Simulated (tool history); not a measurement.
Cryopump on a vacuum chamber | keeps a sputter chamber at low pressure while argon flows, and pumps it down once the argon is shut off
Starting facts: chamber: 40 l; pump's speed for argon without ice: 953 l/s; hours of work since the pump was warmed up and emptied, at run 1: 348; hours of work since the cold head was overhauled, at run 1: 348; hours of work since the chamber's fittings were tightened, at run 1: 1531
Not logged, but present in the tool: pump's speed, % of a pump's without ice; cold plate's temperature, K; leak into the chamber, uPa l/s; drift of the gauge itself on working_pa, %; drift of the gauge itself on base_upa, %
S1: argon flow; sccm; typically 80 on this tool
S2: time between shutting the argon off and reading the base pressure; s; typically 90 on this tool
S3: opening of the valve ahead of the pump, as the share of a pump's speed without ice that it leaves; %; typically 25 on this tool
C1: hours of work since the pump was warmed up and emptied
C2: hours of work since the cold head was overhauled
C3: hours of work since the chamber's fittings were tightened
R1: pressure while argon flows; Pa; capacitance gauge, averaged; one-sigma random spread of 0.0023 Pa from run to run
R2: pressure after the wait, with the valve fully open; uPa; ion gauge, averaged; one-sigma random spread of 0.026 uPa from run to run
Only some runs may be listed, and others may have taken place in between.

Run 1, day 0.000: usual settings; C1 348; C2 348; C3 1531. Result: R1 0.6110 Pa, R2 3.22 uPa.
At day 0.438: pump warmed up, emptied and cooled again.
Run 2, day 1.450: usual settings but S2 28 s; C1 18; C2 370; C3 1552. Result: R1 0.5698 Pa, R2 4.20 uPa.
Run 3, day 2.238: usual settings but S2 28 s; C1 31; C2 384; C3 1566. Result: R1 0.5701 Pa, R2 4.27 uPa.
Run 4, day 3.238: usual settings but S2 28 s; C1 48; C2 401; C3 1583. Result: R1 0.5737 Pa, R2 4.43 uPa.
Run 5, day 4.467: usual settings; C1 70; C2 422; C3 1605. Result: R1 0.5774 Pa, R2 2.86 uPa.
Run 6, day 5.262: usual settings; C1 84; C2 436; C3 1618. Result: R1 0.5807 Pa, R2 2.89 uPa.
Run 7, day 5.967: usual settings but S2 39 s; C1 96; C2 448; C3 1631. Result: R1 0.5786 Pa, R2 3.75 uPa.
Run 8, day 6.933: usual settings but S2 39 s; C1 113; C2 465; C3 1647. Result: R1 0.5808 Pa, R2 3.93 uPa.
Run 9, day 8.404: usual settings but S2 39 s; C1 138; C2 490; C3 1673. Result: R1 0.5822 Pa, R2 3.96 uPa.
Run 10, day 9.550: usual settings; C1 158; C2 510; C3 1693. Result: R1 0.5903 Pa, R2 3.16 uPa.
Run 11, day 10.508: usual settings; C1 174; C2 527; C3 1709. Result: R1 0.5885 Pa, R2 3.21 uPa.
Run 12, day 12.104: usual settings; C1 202; C2 554; C3 1737. Result: R1 0.5953 Pa, R2 3.13 uPa.
Run 13, day 13.017: usual settings but S3 50 %; C1 218; C2 570; C3 1753. Result: R1 0.3150 Pa, R2 3.21 uPa.
Run 14, day 14.300: usual settings but S3 50 %; C1 240; C2 593; C3 1775. Result: R1 0.3168 Pa, R2 3.29 uPa.
Run 15, day 15.042: usual settings but S3 50 %; C1 253; C2 605; C3 1788. Result: R1 0.3164 Pa, R2 3.32 uPa.
Run 16, day 16.229: usual settings; C1 274; C2 626; C3 1808. Result: R1 0.6037 Pa, R2 3.38 uPa.
Run 17, day 17.008: usual settings; C1 287; C2 639; C3 1822. Result: R1 0.6057 Pa, R2 3.51 uPa.
Run 18, day 18.546: usual settings but S2 24 s, S3 53 %; C1 314; C2 666; C3 1849. Result: R1 0.3103 Pa, R2 5.53 uPa.
Run 19, day 20.212: usual settings but S2 24 s, S3 53 %; C1 343; C2 695; C3 1877. Result: R1 0.3159 Pa, R2 5.77 uPa.
At day 20.933: pump warmed up, emptied and cooled again.
Run 20, day 22.079: usual settings but S1 36 sccm, S2 27 s, S3 50 %; C1 20; C2 724; C3 1906. Result: R1 0.1292 Pa, R2 4.83 uPa.
Run 21, day 22.754: usual settings but S1 36 sccm, S2 27 s, S3 50 %; C1 32; C2 735; C3 1918. Result: R1 0.1291 Pa, R2 4.89 uPa.
Run 22, day 24.408: usual settings but S1 87 sccm, S2 226 s, S3 17 %; C1 60; C2 764; C3 1947. Result: R1 0.9161 Pa, R2 2.62 uPa.
Run 23, day 25.642: usual settings but S1 87 sccm, S2 226 s, S3 17 %; C1 82; C2 785; C3 1968. Result: R1 0.9179 Pa, R2 2.85 uPa.
Run 24, day 26.929: usual settings but S1 45 sccm, S2 79 s; C1 104; C2 808; C3 1990. Result: R1 0.3239 Pa, R2 3.35 uPa.

Run 25 comes next. What will it give?
Run 25, day 28.129: usual settings but S1 45 sccm, S2 79 s; C1 125; C2 829; C3 2011. Result: R1 ?, R2 ?.

Run 25 came out at R1 0.3293 Pa, R2 3.50 uPa.
Minus the tool's unlogged condition, the same run would have read R1 0.3204 Pa, R2 1.19 uPa.

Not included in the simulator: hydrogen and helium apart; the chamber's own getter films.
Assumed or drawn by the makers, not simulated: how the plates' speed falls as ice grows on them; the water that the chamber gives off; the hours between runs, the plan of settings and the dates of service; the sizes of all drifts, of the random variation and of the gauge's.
